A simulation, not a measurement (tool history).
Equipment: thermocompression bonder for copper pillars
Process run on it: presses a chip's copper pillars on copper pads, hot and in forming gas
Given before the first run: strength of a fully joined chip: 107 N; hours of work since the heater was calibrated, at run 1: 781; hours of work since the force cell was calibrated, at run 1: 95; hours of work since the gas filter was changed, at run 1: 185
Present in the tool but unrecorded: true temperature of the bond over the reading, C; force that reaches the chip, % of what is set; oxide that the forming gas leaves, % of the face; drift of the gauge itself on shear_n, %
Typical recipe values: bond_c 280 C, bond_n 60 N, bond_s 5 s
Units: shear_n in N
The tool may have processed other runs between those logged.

| run | hour | bond_c | bond_n | bond_s | hours of work since the heater was calibrated | hours of work since the force cell was calibrated | hours of work since the gas filter was changed | shear_n |
|---|---|---|---|---|---|---|---|---|
| 1 | 0 | 280 | 60 | 5 | 781 | 95 | 185 | 71.3 |
| 2 | 10.9 | 280 | 60 | 5 | 789 | 102 | 192 | 72.3 |
| 3 | 16.2 | 280 | 60 | 5 | 793 | 106 | 196 | 73.1 |
| 4 | 22.9 | 280 | 60 | 5 | 797 | 111 | 201 | 71.7 |
| 5 | 32.7 | 280 | 60 | 5 | 804 | 118 | 208 | 72.7 |
| 6 | 39.5 | 280 | 60 | 5 | 809 | 123 | 213 | 72.2 |
| 7 | 48.6 | 280 | 60 | 5 | 816 | 129 | 220 | 71.8 |
| 8 | 56.9 | 280 | 60 | 5 | 822 | 135 | 225 | 72.3 |
| 9 | 67 | 286 | 73 | 14 | 829 | 143 | 233 | 93.6 |
| 10 | 78.5 | 286 | 73 | 14 | 837 | 151 | 241 | 93.2 |
| 11 | 85.7 | 299 | 60 | 9 | 842 | 156 | 246 | 89.4 |
| 12 | 92.9 | 299 | 60 | 9 | 848 | 161 | 251 | 88.1 |
| 13 | 99.8 | 299 | 60 | 9 | 852 | 166 | 256 | 86.2 |
| 14 | 109.4 | 292 | 47 | 8 | 859 | 173 | 263 | 76.8 |
| 15 | 116.6 | 271 | 60 | 9 | 865 | 178 | 268 | 75.8 |

Expected results for the next run?
| 16 | 126.3 | 271 | 60 | 9 | 872 | 185 | 275 | ? |

{"run 16": {"shear_n": 75.6}}
On a tool with no hidden condition, and with the same random variation, this run would have come out at shear_n 80.8 N.
